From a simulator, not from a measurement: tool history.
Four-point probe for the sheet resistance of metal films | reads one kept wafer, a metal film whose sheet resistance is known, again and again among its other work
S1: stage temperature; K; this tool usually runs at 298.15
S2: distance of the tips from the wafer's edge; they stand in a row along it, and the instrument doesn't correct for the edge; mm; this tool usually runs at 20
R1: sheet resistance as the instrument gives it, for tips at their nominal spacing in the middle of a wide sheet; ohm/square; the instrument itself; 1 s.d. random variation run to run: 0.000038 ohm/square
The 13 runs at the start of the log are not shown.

run,hour,S1,S2,R1
14,822.2,298.15,20,0.188168
15,906.9,298.15,63,0.188098
16,964.7,298.15,63,0.188104
17,1044.9,298.15,59,0.188106
18,1102.3,298.15,59,0.188131
19,1180,298.15,9,0.188375
20,1244.2,298.15,9,0.188426
21,1321.8,298.15,9,0.188447
22,1375.2,298.15,35,0.188195
23,1430.2,295.15,44,0.188479
24,1515.3,294.15,59,0.188559
25,1585.7,291.15,40,0.188954
26,1630.1,291.15,3,0.191596
27,1710.6,301.15,10,0.188053
28,1798.9,298.15,9,0.188427
29,1835.8,292.15,35,0.188766
30,1884,300.15,67,0.18788

What will run 31 give?
31,1961.8,300.15,67,?

{"run 31": {"R1": 0.187917}}
If the tool had no hidden condition, the same run with the same run-to-run variation would have returned R1 0.187902 ohm/square.
